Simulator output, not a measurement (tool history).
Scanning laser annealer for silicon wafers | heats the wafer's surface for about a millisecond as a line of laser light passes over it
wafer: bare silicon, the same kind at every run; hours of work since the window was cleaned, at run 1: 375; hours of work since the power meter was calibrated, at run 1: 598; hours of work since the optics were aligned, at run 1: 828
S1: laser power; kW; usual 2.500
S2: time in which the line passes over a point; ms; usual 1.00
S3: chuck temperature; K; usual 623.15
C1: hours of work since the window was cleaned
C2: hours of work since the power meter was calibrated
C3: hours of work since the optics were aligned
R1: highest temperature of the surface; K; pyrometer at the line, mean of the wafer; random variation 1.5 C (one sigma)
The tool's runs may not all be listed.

run   hour     S1    S2      S3   C1    C2   C3       R1
  1    0.0  2.500  1.00  623.15  375   598  828  1390.15
  2   14.1  2.500  1.00  623.15  383   606  836  1390.15
  3   34.9  2.500  1.00  623.15  395   619  849  1389.15
  4   58.3  2.500  1.00  623.15  409   632  862  1390.15
  5   78.2  2.500  1.00  623.15  421   644  874  1385.15
  6  103.4  2.500  1.00  637.15  436   659  889  1400.15
  7  122.4  2.500  1.00  623.15  447   670  900  1387.15
     128.8  -- optics aligned, line set to its width
  8  153.1  2.500  1.00  623.15  462   685   14  1381.15
  9  172.0  2.500  1.00  623.15  473   696   26  1381.15
 10  196.7  2.500  1.04  623.15  488   711   40  1395.15
 11  211.6  2.500  1.04  623.15  496   720   49  1393.15
 12  225.5  2.500  1.04  623.15  505   728   57  1393.15
 13  239.0  2.500  0.77  623.15  513   736   65  1295.15
     252.6  -- optics aligned, line set to its width, once more
 14  261.1  2.423  0.77  623.15  523   746    5  1282.15
 15  283.9  2.199  0.77  623.15  536   760   18  1217.15
 16  305.7  2.500  1.00  609.15  549   772   31  1374.15
 17  333.0  2.500  1.00  609.15  565   789   47  1375.15
 18  362.9  2.500  1.00  609.15  583   806   65  1373.15
 19  375.6  2.500  1.00  609.15  590   814   73  1372.15
     388.9  -- window over the wafer cleaned
 20  405.3  2.588  1.00  609.15   10   830   89  1428.15
 21  421.6  2.500  1.00  623.15   19   840   99  1414.15
 22  447.5  2.544  1.00  591.15   35   855  114  1397.15
 23  467.6  2.500  0.76  623.15   46   867  126  1321.15
 24  482.4  2.722  0.73  623.15   55   875  134  1372.15
 25  508.9  2.165  0.94  653.15   71   891  150  1313.15
 26  524.4  2.165  0.94  653.15   80   900  159  1314.15
 27  544.7  2.165  0.94  653.15   92   912  171  1314.15
 28  564.8  2.325  0.96  588.15  104   924  183  1306.15
 29  581.7  2.325  0.96  588.15  114   934  193  1303.15
 30  605.0  2.302  1.00  623.15  128   948  207  1346.15
 31  624.4  2.139  1.00  600.15  139   959  218  1267.15
 32  655.2  2.139  1.00  600.15  157   977  236  1265.15
 33  675.7  2.460  1.00  600.15  169   989  248  1369.15
 34  692.6  2.460  1.00  600.15  179  1000  258  1369.15
 35  724.2  2.161  1.09  604.15  198  1018  277  1303.15
 36  752.5  2.447  1.08  589.15  215  1035  294  1380.15
 37  771.5  2.361  1.08  589.15  226  1046  305  1351.15
 38  787.9  2.361  0.96  613.15  235  1056  315  1336.15
 39  807.6  2.500  1.00  601.15  247  1067  326  1381.15
 40  822.4  2.143  1.14  643.15  256  1076  335  1349.15
 41  839.2  2.143  1.14  643.15  266  1086  345  1347.15
 42  865.2  2.335  1.00  619.15  281  1101  360  1345.15

Hidden state at the last listed run before each entry between runs and at the first one after, where it differs:
Between runs 7 and 8: optics aligned, line set to its width (hour 128.8)
  light that passes the window, % of a clean one's: 97.2 -> 97.12; width of the line over the set one, %: 1.79 -> 2.52
  measured less the result without the state, R1: -29.00 -> -33.00 K
Between runs 13 and 14: optics aligned, line set to its width, once more (hour 252.6)
  light that passes the window, % of a clean one's: 96.85 -> 96.79; width of the line over the set one, %: 2.62 -> 0.23
  measured less the result without the state, R1: -31.00 -> -22.00 K
Between runs 19 and 20: window over the wafer cleaned (hour 388.9)
  light that passes the window, % of a clean one's: 96.41 -> 99.95; laser's true power over the reading, %: 0.31 -> 0.32; width of the line over the set one, %: 0.36 -> 0.4
  measured less the result without the state, R1: -29.00 -> +0.00 K
